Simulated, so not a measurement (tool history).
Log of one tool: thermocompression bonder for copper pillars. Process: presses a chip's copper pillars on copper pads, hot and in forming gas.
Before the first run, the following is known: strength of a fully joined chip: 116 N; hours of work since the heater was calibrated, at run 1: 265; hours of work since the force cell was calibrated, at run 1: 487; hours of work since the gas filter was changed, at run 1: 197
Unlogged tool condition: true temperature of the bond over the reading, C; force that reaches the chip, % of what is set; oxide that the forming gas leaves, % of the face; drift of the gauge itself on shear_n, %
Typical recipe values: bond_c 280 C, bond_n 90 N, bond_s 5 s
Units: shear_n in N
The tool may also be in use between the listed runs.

| run | day | bond_c | bond_n | bond_s | hours of work since the heater was calibrated | hours of work since the force cell was calibrated | hours of work since the gas filter was changed | shear_n |
|---|---|---|---|---|---|---|---|---|
| 1 | 0 | 280 | 90 | 5 | 265 | 487 | 197 | 53.3 |
| 2 | 0.342 | 280 | 90 | 5 | 271 | 493 | 203 | 53.5 |
| 3 | 0.721 | 280 | 90 | 5 | 277 | 499 | 210 | 52.8 |
| 4 | 1.133 | 280 | 90 | 5 | 285 | 507 | 217 | 51.7 |
| 5 | 1.446 | 280 | 90 | 5 | 290 | 512 | 223 | 53 |
| 6 | 1.892 | 258 | 90 | 5 | 298 | 520 | 231 | 40.1 |
| 7 | 2.075 | 258 | 90 | 5 | 301 | 523 | 234 | 38.8 |
| 8 | 2.342 | 280 | 90 | 5 | 306 | 528 | 239 | 53.3 |
| 9 | 2.683 | 280 | 90 | 5 | 312 | 534 | 245 | 52.4 |
| 10 | 3.05 | 280 | 90 | 5 | 319 | 540 | 251 | 51.3 |
| 11 | 3.367 | 280 | 94 | 5 | 324 | 546 | 257 | 55 |
|  | 3.517 | forming gas filter changed |
| 12 | 3.621 | 280 | 77 | 5 | 328 | 550 | 2 | 48.5 |
| 13 | 3.838 | 280 | 77 | 5 | 332 | 554 | 6 | 48.7 |
| 14 | 4.204 | 280 | 77 | 5 | 339 | 560 | 12 | 47.2 |
| 15 | 4.475 | 280 | 77 | 5 | 343 | 565 | 17 | 49.3 |
| 16 | 4.767 | 280 | 90 | 5 | 349 | 570 | 22 | 53.4 |
|  | 4.85 | force cell calibrated |
| 17 | 5.162 | 280 | 90 | 12 | 354 | 5 | 28 | 70.1 |
| 18 | 5.362 | 265 | 71 | 3 | 358 | 9 | 31 | 29.8 |
|  | 5.625 | force cell calibrated, once more |
| 19 | 5.867 | 255 | 60 | 7 | 366 | 4 | 39 | 34.2 |
| 20 | 6.071 | 255 | 60 | 7 | 369 | 8 | 43 | 33.9 |
| 21 | 6.279 | 306 | 90 | 15 | 373 | 12 | 47 | 91.6 |
| 22 | 6.517 | 280 | 103 | 10 | 377 | 16 | 51 | 73.7 |
| 23 | 6.875 | 310 | 56 | 10 | 383 | 22 | 57 | 70.2 |
| 24 | 7.304 | 271 | 133 | 10 | 391 | 30 | 65 | 76.3 |
| 25 | 7.504 | 280 | 64 | 4 | 395 | 33 | 68 | 37.8 |
| 26 | 7.912 | 300 | 113 | 8 | 402 | 40 | 75 | 85.1 |
| 27 | 8.138 | 295 | 103 | 5 | 406 | 44 | 79 | 67.6 |
| 28 | 8.35 | 280 | 71 | 5 | 410 | 48 | 83 | 45.1 |
| 29 | 8.542 | 280 | 91 | 4 | 413 | 51 | 86 | 49.3 |
| 30 | 8.771 | 300 | 66 | 6 | 417 | 56 | 90 | 57.7 |
| 31 | 8.975 | 300 | 66 | 5 | 421 | 59 | 94 | 55 |

Below are 3 alternative next runs, each starting from the tool's condition after run 31. Predict each:
| A | 9.304 | 300 | 58 | 5 | 426 | 65 | 100 | ? |
| B | 9.304 | 282 | 58 | 9 | 426 | 65 | 100 | ? |
| C | 9.304 | 307 | 90 | 7 | 426 | 65 | 100 | ? |

| run | shear_n |
|---|---|
| A | 51.6 |
| B | 51.9 |
| C | 78.5 |
The same runs, with their run-to-run variation unchanged, on a tool lacking any hidden condition would have given:
| run | shear_n |
|---|---|
| A | 54.6 |
| B | 55.1 |
| C | 82 |

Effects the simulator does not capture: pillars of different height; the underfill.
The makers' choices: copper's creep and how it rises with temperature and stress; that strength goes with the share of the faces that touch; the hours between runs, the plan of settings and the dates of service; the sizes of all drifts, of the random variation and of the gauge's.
